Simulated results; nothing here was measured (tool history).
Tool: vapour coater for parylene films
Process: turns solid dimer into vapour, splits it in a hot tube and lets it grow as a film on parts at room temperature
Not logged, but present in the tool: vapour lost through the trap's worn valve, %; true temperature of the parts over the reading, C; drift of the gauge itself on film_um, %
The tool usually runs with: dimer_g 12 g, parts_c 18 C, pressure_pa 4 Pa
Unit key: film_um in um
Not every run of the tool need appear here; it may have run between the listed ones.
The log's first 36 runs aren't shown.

| run | hour | dimer_g | parts_c | pressure_pa | hours of work since the trap's valve was overhauled | hours of work since the table's thermometer was calibrated | film_um |
|---|---|---|---|---|---|---|---|
| 37 | 376.5 | 9 | 30 | 4.48 | 239 | 317 | 2.82 |
| 38 | 383.1 | 9 | 30 | 4.48 | 243 | 321 | 2.84 |
| 39 | 396.6 | 22 | 30 | 2.7 | 252 | 330 | 7.23 |
| 40 | 408.1 | 5 | 16 | 4 | 259 | 337 | 3.07 |
| 41 | 419.3 | 12 | 18 | 3.11 | 266 | 344 | 7 |
| 42 | 432.1 | 12 | 17 | 6.6 | 274 | 352 | 6.8 |
| 43 | 441.9 | 12 | 18 | 7.11 | 280 | 359 | 6.39 |
| 44 | 452.6 | 18 | 26 | 4 | 287 | 365 | 6.91 |
| 45 | 465.8 | 6 | 12 | 2.23 | 296 | 374 | 4.82 |
| 46 | 477.1 | 13 | 12 | 2.23 | 303 | 381 | 10.32 |

Forecast each of these 3 alternatives for the next run:
| A | 490.8 | 13 | 12 | 2.23 | 311 | 390 | ? |
| B | 490.8 | 12 | 18 | 2.67 | 311 | 390 | ? |
| C | 490.8 | 12 | 12 | 4 | 311 | 390 | ? |

| run | film_um |
|---|---|
| A | 10.42 |
| B | 6.96 |
| C | 9.13 |
Take away the tool's hidden state, keep each run's random variation, and the runs would have read:
| run | film_um |
|---|---|
| A | 10.49 |
| B | 7.01 |
| C | 9.19 |

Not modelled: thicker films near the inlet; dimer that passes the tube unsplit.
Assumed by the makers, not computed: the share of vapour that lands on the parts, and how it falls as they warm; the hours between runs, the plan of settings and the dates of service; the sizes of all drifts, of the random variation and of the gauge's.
